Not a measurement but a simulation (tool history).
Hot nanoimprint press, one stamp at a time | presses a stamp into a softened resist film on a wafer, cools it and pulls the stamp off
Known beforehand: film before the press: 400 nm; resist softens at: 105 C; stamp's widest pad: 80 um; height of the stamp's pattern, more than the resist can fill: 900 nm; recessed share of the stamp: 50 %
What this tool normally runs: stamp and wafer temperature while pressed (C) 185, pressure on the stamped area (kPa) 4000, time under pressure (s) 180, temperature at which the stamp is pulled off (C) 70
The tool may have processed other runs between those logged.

run	hour	stamp and wafer temperature while pressed (C)	pressure on the stamped area (kPa)	time under pressure (s)	temperature at which the stamp is pulled off (C)	resist left under the stamp's widest pad (nm)	greatest force while the stamp is pulled off (N)
1	0.0	185	4000	180	70	175.0	232
2	57.3	185	4000	180	70	176.3	237
# hour 143.1: plate thermocouple calibrated
3	143.1	185	4000	180	74	174.2	228
# hour 176.8: stamp cleaned and given a new release coat
4	240.5	185	4000	180	74	174.2	195
5	329.4	185	4000	180	70	173.5	236
6	425.4	185	4000	180	70	173.9	235
# hour 485.5: stamp cleaned and given a new release coat
# hour 502.3: plate thermocouple calibrated
7	512.9	185	4000	263	70	153.4	218
# hour 574.3: plate thermocouple calibrated, once more
8	607.9	185	4000	263	70	155.4	226
9	704.9	185	4000	263	70	153.8	242
10	779.9	185	4000	180	70	179.2	255
# hour 797.9: stamp cleaned and given a new release coat
11	861.0	185	4000	180	70	178.8	219
12	913.8	185	4000	100	70	223.9	221
# hour 931.3: plate thermocouple calibrated
# hour 939.3: press's hydraulic seals changed and the load cell set to zero
13	1006.9	185	3130	180	70	192.8	243
14	1100.5	185	3130	180	70	192.5	247
# hour 1113.5: stamp cleaned and given a new release coat
15	1150.5	185	4000	180	70	174.1	206
16	1231.9	192	4000	251	70	122.4	220
# hour 1295.2: plate thermocouple calibrated
17	1326.9	173	4000	123	70	283.2	250
18	1374.6	180	6010	180	70	176.2	251
# hour 1427.9: stamp cleaned and given a new release coat
19	1431.3	180	6010	180	70	175.9	203
20	1493.4	185	3350	166	70	196.2	215
21	1589.5	193	3350	166	77	156.9	209
# hour 1648.8: plate thermocouple calibrated
22	1648.8	185	2750	180	70	206.8	242
23	1708.5	185	4250	228	67	158.7	253
# hour 1741.5: stamp cleaned and given a new release coat
24	1776.2	180	2600	130	67	265.5	216
25	1836.0	185	4000	112	57	213.0	276
26	1920.1	185	4000	112	57	212.9	293
# hour 2006.6: plate thermocouple calibrated
27	2014.6	185	4000	112	57	214.4	308
# hour 2048.9: stamp cleaned and given a new release coat
28	2070.8	185	4000	112	57	213.5	264
29	2157.0	192	6140	155	71	129.7	221

4 options for the next run, each taken on its own from the tool as it stands now. Forecast them:
A	2246.5	185	3180	125	70	?	?
B	2246.5	176	2570	180	72	?	?
C	2246.5	175	3500	152	70	?	?
D	2246.5	185	4000	296	70	?	?

run	resist left under the stamp's widest pad (nm)	greatest force while the stamp is pulled off (N)
A	223.5	238
B	267.7	227
C	262.8	238
D	146.4	237
Take away the tool's hidden state, keep each run's random variation, and the runs would have read:
run	resist left under the stamp's widest pad (nm)	greatest force while the stamp is pulled off (N)
A	220.1	208
B	265.8	198
C	259.3	208
D	142.5	207
